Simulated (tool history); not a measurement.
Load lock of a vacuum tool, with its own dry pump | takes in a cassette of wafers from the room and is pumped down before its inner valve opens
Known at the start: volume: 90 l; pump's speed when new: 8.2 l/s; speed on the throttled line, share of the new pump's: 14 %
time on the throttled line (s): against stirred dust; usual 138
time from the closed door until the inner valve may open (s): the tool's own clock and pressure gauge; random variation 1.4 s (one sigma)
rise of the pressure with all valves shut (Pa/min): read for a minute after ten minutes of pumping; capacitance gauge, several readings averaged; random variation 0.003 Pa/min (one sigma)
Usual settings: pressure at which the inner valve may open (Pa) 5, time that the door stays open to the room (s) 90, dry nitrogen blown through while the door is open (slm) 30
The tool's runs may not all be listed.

run,day,time on the throttled line (s),pressure at which the inner valve may open (Pa),time that the door stays open to the room (s),dry nitrogen blown through while the door is open (slm),"incoming humidity of the room's air, %",time from the closed door until the inner valve may open (s),rise of the pressure with all valves shut (Pa/min)
1,0,138,5,90,30,45.2,230.1,0.355
2,2.896,138,5,32,30,49.4,229.3,0.35
3,6.867,138,5,32,30,44.1,228.8,0.354
4,10.338,138,5,32,30,44.5,228.2,0.36
5,12.067,138,5,90,26,41.4,229.6,0.364
6,14.954,138,9,90,30,44.3,222.4,0.364
7,16.988,138,7,90,30,49.3,225,0.373
8,19.162,138,7,90,30,42.6,227.9,0.381
9,22.817,117,5,90,30,44.2,212.5,0.38
10,25.771,117,5,90,30,43.9,212.6,0.392
11,27.679,117,5,90,30,42.2,210.8,0.396
12,30.571,138,5,90,30,44.5,228.6,0.402
13,33.271,138,5,90,30,44.1,227.7,0.406
14,36.721,138,5,90,30,43.2,231.8,0.412
15,40.733,138,5,90,30,44.6,231,0.399
16,43.696,138,5,90,30,47.6,229.4,0.422
17,47.392,138,5,90,30,45.8,231.5,0.431
18,51.125,138,5,90,30,47.2,230.3,0.434
19,54.671,138,5,90,13,43.2,229.7,0.447
20,58.217,138,5,38,30,40.3,230.9,0.427
21,60.279,95,9,184,30,45.9,185.3,0.454
22,62.1,95,9,184,30,45.1,186.8,0.462

Forecast run 23:
23,64.129,95,9,184,30,43.1,?,?

time from the closed door until the inner valve may open (s): 187.6
rise of the pressure with all valves shut (Pa/min): 0.462
Without the tool's hidden state the same run would have given time from the closed door until the inner valve may open (s) 185.2, rise of the pressure with all valves shut (Pa/min) 0.032.
